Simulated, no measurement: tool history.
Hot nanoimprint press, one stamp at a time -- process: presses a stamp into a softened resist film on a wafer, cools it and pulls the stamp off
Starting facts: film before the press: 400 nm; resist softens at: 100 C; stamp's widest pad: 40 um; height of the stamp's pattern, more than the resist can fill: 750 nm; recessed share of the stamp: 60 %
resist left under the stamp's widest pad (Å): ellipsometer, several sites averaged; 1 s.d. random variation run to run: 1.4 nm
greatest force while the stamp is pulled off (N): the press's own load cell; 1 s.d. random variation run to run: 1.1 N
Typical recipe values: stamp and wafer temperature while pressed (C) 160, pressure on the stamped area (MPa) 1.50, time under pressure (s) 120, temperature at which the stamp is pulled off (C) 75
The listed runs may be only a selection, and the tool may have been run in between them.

| run | day | stamp and wafer temperature while pressed (C) | pressure on the stamped area (MPa) | time under pressure (s) | temperature at which the stamp is pulled off (C) | resist left under the stamp's widest pad (Å) | greatest force while the stamp is pulled off (N) |
|---|---|---|---|---|---|---|---|
| 1 | 0.000 | 160 | 1.50 | 120 | 75 | 2389 | 133 |
| 2 | 0.400 | 157 | 1.50 | 120 | 75 | 2640 | 134 |
| 3 | 0.746 | 157 | 1.50 | 120 | 75 | 2631 | 138 |
| 4 | 1.012 | 162 | 1.50 | 120 | 75 | 2276 | 136 |
| 5 | 1.296 | 162 | 1.50 | 120 | 75 | 2259 | 135 |
| 6 | 1.567 | 160 | 1.50 | 120 | 75 | 2400 | 134 |
| 7 | 1.800 | 160 | 1.50 | 120 | 75 | 2398 | 136 |
| 8 | 2.146 | 160 | 1.50 | 120 | 75 | 2406 | 136 |
| 9 | 2.621 | 160 | 1.50 | 120 | 75 | 2423 | 125 |
| 10 | 3.038 | 160 | 1.50 | 120 | 75 | 2412 | 126 |
| 11 | 3.346 | 160 | 1.50 | 120 | 75 | 2389 | 124 |
| 12 | 3.767 | 160 | 1.50 | 120 | 75 | 2428 | 125 |
| 13 | 4.125 | 160 | 1.50 | 120 | 75 | 2426 | 127 |
| 14 | 4.571 | 160 | 1.50 | 120 | 75 | 2394 | 126 |
| 15 | 4.788 | 160 | 1.50 | 120 | 75 | 2423 | 125 |
| 16 | 5.133 | 158 | 1.50 | 120 | 75 | 2551 | 129 |
| 17 | 5.421 | 171 | 1.50 | 120 | 75 | 1689 | 126 |
| 18 | 5.738 | 171 | 1.43 | 93 | 75 | 1934 | 128 |
| 19 | 5.925 | 160 | 2.35 | 112 | 63 | 2090 | 145 |
| 20 | 6.308 | 152 | 1.23 | 178 | 76 | 2887 | 128 |
| 21 | 6.517 | 160 | 1.50 | 188 | 79 | 2086 | 124 |
| 22 | 6.817 | 160 | 1.50 | 188 | 79 | 2092 | 125 |
| 23 | 7.112 | 160 | 1.50 | 188 | 79 | 2088 | 125 |
| 24 | 7.296 | 148 | 1.73 | 120 | 75 | 3233 | 129 |
| 25 | 7.721 | 148 | 1.98 | 164 | 75 | 2915 | 130 |
| 26 | 8.079 | 169 | 1.50 | 120 | 79 | 1809 | 125 |
| 27 | 8.512 | 166 | 1.50 | 97 | 75 | 2180 | 130 |
| 28 | 8.767 | 150 | 1.44 | 92 | 83 | 3295 | 121 |
| 29 | 9.096 | 150 | 1.44 | 92 | 83 | 3339 | 120 |
| 30 | 9.458 | 150 | 1.44 | 92 | 83 | 3310 | 121 |
| 31 | 9.725 | 150 | 1.44 | 92 | 83 | 3340 | 122 |

Not shown: 1 entry that the log had between the listed runs. Between which runs, and how does the tool's hidden state differ before and after?
In the gap between runs 8 and 9: stamp cleaned and given a new release coat (day 2.575)
  true temperature over the reading, C: -0.68 -> -0.69; pressure that arrives at the usual setting, %: 99.5 -> 99.48; grip of the stamp's worn release coat, % over a new coat's: 9.3 -> 0
  measured less the result without the state, resist left under the stamp's widest pad (Å): +54 -> +55; greatest force while the stamp is pulled off (N): +13 -> +1
